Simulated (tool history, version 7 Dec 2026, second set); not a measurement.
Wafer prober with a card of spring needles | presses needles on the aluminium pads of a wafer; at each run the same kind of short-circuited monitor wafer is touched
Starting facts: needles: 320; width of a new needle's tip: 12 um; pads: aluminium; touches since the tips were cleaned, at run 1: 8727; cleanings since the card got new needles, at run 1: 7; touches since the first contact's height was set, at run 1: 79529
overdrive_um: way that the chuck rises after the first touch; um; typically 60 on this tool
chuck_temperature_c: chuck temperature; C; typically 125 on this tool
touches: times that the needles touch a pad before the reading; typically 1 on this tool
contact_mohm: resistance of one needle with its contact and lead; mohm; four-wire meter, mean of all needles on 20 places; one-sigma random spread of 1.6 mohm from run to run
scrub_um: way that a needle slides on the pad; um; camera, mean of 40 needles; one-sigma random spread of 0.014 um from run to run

run	day	overdrive_um	chuck_temperature_c	touches	touches since the tips were cleaned	cleanings since the card got new needles	touches since the first contact's height was set	contact_mohm	scrub_um
1	0	60	125	1	8727	7	79529	199	13.25
# day 0.033: tips cleaned on abrasive film
2	0.312	60	125	1	2631	8	82450	179	13.24
3	0.917	60	125	1	8363	8	88182	199	13.22
# day 1.012: tips cleaned on abrasive film
4	1.488	60	125	1	4510	9	93544	186	13.21
5	1.808	60	125	1	7550	9	96584	194	13.21
# day 1.975: tips cleaned on abrasive film
6	2.262	60	125	1	2742	10	100883	179	13.22
7	2.721	60	125	1	7092	10	105233	195	13.2
# day 2.917: tips cleaned on abrasive film
8	3.317	60	38	1	3820	11	110832	166	13.17
9	3.767	60	125	1	8098	11	115110	198	13.22
# day 3.879: tips cleaned on abrasive film
10	4.408	60	125	1	5022	12	121126	187	13.17
# day 4.867: tips cleaned on abrasive film
11	4.938	60	125	1	651	13	126099	160	13.2
12	5.617	53	43	2	7106	13	132554	172	11.62
# day 5.833: tips cleaned on abrasive film
13	5.967	60	29	1	1255	14	135818	155	13.14
14	6.496	51	57	1	6290	14	140853	199	11.16

Difference, measured minus no-hidden-state, one row per run. Run-to-run variation is common to both terms; the gauge's own scatter need not be:
The tool's hidden condition here consists of: debris on the tips, nm; way that the needles fall short of the set height, um; tips' diameter, um; drift of the gauge itself on contact_mohm, %; drift of the gauge itself on scrub_um, %.
run	contact_mohm	scrub_um
1	+43	-0.07
2	+23	-0.08
3	+43	-0.08
4	+31	-0.1
5	+40	-0.09
6	+25	-0.1
7	+40	-0.1
8	+27	-0.11
9	+41	-0.11
10	+33	-0.13
11	+8	-0.14
12	+30	-0.14
13	+15	-0.15
14	+52	-0.15
